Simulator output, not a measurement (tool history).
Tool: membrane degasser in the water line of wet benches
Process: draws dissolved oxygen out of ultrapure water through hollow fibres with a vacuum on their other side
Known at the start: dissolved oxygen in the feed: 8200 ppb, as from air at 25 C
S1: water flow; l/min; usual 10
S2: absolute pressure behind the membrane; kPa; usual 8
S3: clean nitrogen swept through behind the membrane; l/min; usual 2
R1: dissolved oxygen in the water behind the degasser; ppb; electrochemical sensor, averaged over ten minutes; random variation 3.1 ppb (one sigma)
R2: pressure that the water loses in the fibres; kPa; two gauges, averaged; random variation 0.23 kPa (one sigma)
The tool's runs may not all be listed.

| run | hour | S1 | S2 | S3 | R1 | R2 |
|---|---|---|---|---|---|---|
| 1 | 0 | 10 | 8 | 2 | 312.3 | 56.73 |
| 2 | 43.9 | 10 | 6.51 | 2 | 299.4 | 57.15 |
| 3 | 112.5 | 10 | 8 | 2 | 317.6 | 57.34 |
| 4 | 176.5 | 10 | 8 | 0.97 | 364.7 | 57.52 |
| 5 | 217.4 | 9 | 8 | 2 | 263.6 | 51.8 |
| 6 | 267.3 | 9 | 8 | 2 | 264.1 | 51.64 |
| 7 | 306.7 | 13 | 8 | 2 | 473.7 | 74.86 |
| 8 | 348.2 | 13 | 9.34 | 2.16 | 479.3 | 75.04 |
|  | 364.7 | vacuum gauge calibrated |
| 9 | 411.2 | 14 | 13.34 | 1.75 | 617.2 | 81 |
| 10 | 468.5 | 8 | 13.34 | 1.75 | 274.5 | 46.29 |
| 11 | 500.7 | 15 | 8 | 2 | 572.9 | 86.66 |
| 12 | 561.8 | 15 | 8 | 2 | 566.1 | 87.36 |
| 13 | 602.3 | 15 | 8 | 2 | 575.3 | 87.3 |

Forecast each of these 5 alternatives for the next run:
| A | 657.7 | 8 | 8 | 1.12 | ? | ? |
| B | 657.7 | 13 | 7.57 | 1.06 | ? | ? |
| C | 657.7 | 10 | 8 | 3.63 | ? | ? |
| D | 657.7 | 10 | 10.05 | 5.85 | ? | ? |
| E | 657.7 | 15 | 8 | 4.23 | ? | ? |

| run | R1 | R2 |
|---|---|---|
| A | 245.4 | 46.43 |
| B | 510.7 | 75.59 |
| C | 288.9 | 58.28 |
| D | 286.9 | 58.11 |
| E | 539.1 | 87.08 |
Without the tool's hidden state the same runs would have given:
| run | R1 | R2 |
|---|---|---|
| A | 245.3 | 45.37 |
| B | 510.5 | 73.87 |
| C | 288.8 | 56.96 |
| D | 286.8 | 56.79 |
| E | 539 | 85.1 |
